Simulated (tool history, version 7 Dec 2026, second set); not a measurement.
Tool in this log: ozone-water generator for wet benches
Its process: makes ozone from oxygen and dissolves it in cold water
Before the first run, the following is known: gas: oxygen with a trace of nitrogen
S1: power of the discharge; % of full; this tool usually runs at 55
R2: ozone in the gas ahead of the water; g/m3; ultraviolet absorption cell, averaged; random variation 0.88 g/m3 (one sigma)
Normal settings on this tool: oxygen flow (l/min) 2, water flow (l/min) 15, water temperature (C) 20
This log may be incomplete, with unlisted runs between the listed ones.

Run 1, day 0: usual settings. Result: dissolved ozone (ppm) 8.3, R2 142.1 g/m3.
Run 2, day 0.896: usual settings. Result: dissolved ozone (ppm) 8.4, R2 142.5 g/m3.
Run 3, day 2.496: usual settings but S1 94 % of full. Result: dissolved ozone (ppm) 11.6, R2 194.1 g/m3.
Run 4, day 3.858: usual settings. Result: dissolved ozone (ppm) 8.4, R2 141.9 g/m3.
Run 5, day 5.742: usual settings. Result: dissolved ozone (ppm) 8.4, R2 141.4 g/m3.
Run 6, day 7.017: usual settings but oxygen flow (l/min) 1.9. Result: dissolved ozone (ppm) 8.3, R2 145.3 g/m3.
Run 7, day 7.979: usual settings but oxygen flow (l/min) 1.9. Result: dissolved ozone (ppm) 8.3, R2 145.8 g/m3.
Run 8, day 9: usual settings but water temperature (C) 21. Result: dissolved ozone (ppm) 8.1, R2 141.7 g/m3.
Run 9, day 10.292: usual settings but water temperature (C) 21. Result: dissolved ozone (ppm) 8.2, R2 141.5 g/m3.
Run 10, day 11.525: usual settings but water flow (l/min) 19. Result: dissolved ozone (ppm) 6.5, R2 141.5 g/m3.
Run 11, day 12.7: usual settings. Result: dissolved ozone (ppm) 8.6, R2 141.7 g/m3.
Run 12, day 14.042: usual settings. Result: dissolved ozone (ppm) 8, R2 142.4 g/m3.
Run 13, day 15.067: usual settings. Result: dissolved ozone (ppm) 8.3, R2 141.5 g/m3.
Run 14, day 16.017: usual settings but S1 69 % of full. Result: dissolved ozone (ppm) 9.6, R2 161.7 g/m3.
Run 15, day 17.508: usual settings but oxygen flow (l/min) 1.58. Result: dissolved ozone (ppm) 7.6, R2 153.3 g/m3.
Run 16, day 18.517: usual settings but water flow (l/min) 19. Result: dissolved ozone (ppm) 6.4, R2 139.7 g/m3.
Run 17, day 19.521: usual settings but S1 40 % of full, oxygen flow (l/min) 1.39, water flow (l/min) 19. Result: dissolved ozone (ppm) 4.4, R2 133.5 g/m3.
Run 18, day 20.512: usual settings but S1 40 % of full, oxygen flow (l/min) 1.39, water flow (l/min) 19. Result: dissolved ozone (ppm) 4.7, R2 132.7 g/m3.
Run 19, day 22.579: usual settings but S1 40 % of full, oxygen flow (l/min) 1.39, water flow (l/min) 19. Result: dissolved ozone (ppm) 4.5, R2 133.1 g/m3.
Run 20, day 23.962: usual settings but S1 85 % of full, oxygen flow (l/min) 1.39, water flow (l/min) 19. Result: dissolved ozone (ppm) 7, R2 206.4 g/m3.
Run 21, day 25.046: usual settings but S1 85 % of full, oxygen flow (l/min) 1.39, water flow (l/min) 19. Result: dissolved ozone (ppm) 7.1, R2 207.2 g/m3.
Run 22, day 27.254: usual settings but S1 85 % of full, oxygen flow (l/min) 1.39, water flow (l/min) 19. Result: dissolved ozone (ppm) 7.1, R2 208 g/m3.
Run 23, day 28.417: usual settings but S1 85 % of full, oxygen flow (l/min) 1.39, water flow (l/min) 19. Result: dissolved ozone (ppm) 7.1, R2 209.6 g/m3.
Run 24, day 29.821: usual settings but S1 87 % of full, oxygen flow (l/min) 1.24, water flow (l/min) 19, water temperature (C) 24. Result: dissolved ozone (ppm) 6.6, R2 220.2 g/m3.
Run 25, day 32.017: usual settings but oxygen flow (l/min) 1.18, water temperature (C) 14. Result: dissolved ozone (ppm) 7.1, R2 170.5 g/m3.
Run 26, day 33.271: usual settings but oxygen flow (l/min) 1.03, water flow (l/min) 11. Result: dissolved ozone (ppm) 9.1, R2 180.1 g/m3.
Run 27, day 34.275: usual settings but S1 98 % of full, oxygen flow (l/min) 2.22, water flow (l/min) 13. Result: dissolved ozone (ppm) 13.8, R2 188.4 g/m3.
Run 28, day 35.829: usual settings but S1 79 % of full, oxygen flow (l/min) 2.86, water flow (l/min) 23, water temperature (C) 16. Result: dissolved ozone (ppm) 7.4, R2 151.8 g/m3.
Run 29, day 38.058: usual settings but S1 79 % of full, oxygen flow (l/min) 2.86, water flow (l/min) 23, water temperature (C) 16. Result: dissolved ozone (ppm) 7.9, R2 151.6 g/m3.
Run 30, day 39.708: usual settings but S1 79 % of full, oxygen flow (l/min) 2.66, water flow (l/min) 23, water temperature (C) 16. Result: dissolved ozone (ppm) 7.5, R2 153.5 g/m3.
Run 31, day 41.496: usual settings but S1 97 % of full, oxygen flow (l/min) 2.66, water flow (l/min) 23, water temperature (C) 25. Result: dissolved ozone (ppm) 7.9, R2 175.1 g/m3.
Run 32, day 42.958: usual settings but S1 49 % of full, oxygen flow (l/min) 2.66, water flow (l/min) 10, water temperature (C) 25. Result: dissolved ozone (ppm) 11.7, R2 117.7 g/m3.

The log once held 3 entries between its listed runs, left out of this copy. Where does each go, and what is different about the tool's unlogged condition between the listed run before it and the listed run after it?
In the gap between runs 12 and 13: water thermometer calibrated (day 15.067)
  contactor's efficiency, % of a clean one's: 93.2 -> 93.1; true water temperature over the reading, C: 0.2 -> 0.23
  what was measured, less what the result would be without the hidden state, dissolved ozone (ppm): -0.5 -> -0.5; R2: -2.7 -> -2.8 g/m3
In the gap between runs 19 and 20: water thermometer calibrated, once more (day 23.417)
  yield of the discharge, % of new electrodes': 97.4 -> 97.3; contactor's efficiency, % of a clean one's: 92.9 -> 92.8; true water temperature over the reading, C: 0.23 -> 0
  what was measured, less what the result would be without the hidden state, dissolved ozone (ppm): -0.3 -> -0.6; R2: -2.3 -> -6.4 g/m3
In the gap between runs 28 and 29: contactor cleaned (day 36.471)
  yield of the discharge, % of new electrodes': 96.8 -> 96.7; contactor's efficiency, % of a clean one's: 92.4 -> 99.2
  what was measured, less what the result would be without the hidden state, dissolved ozone (ppm): -0.7 -> -0.3; R2: -5.5 -> -5.6 g/m3
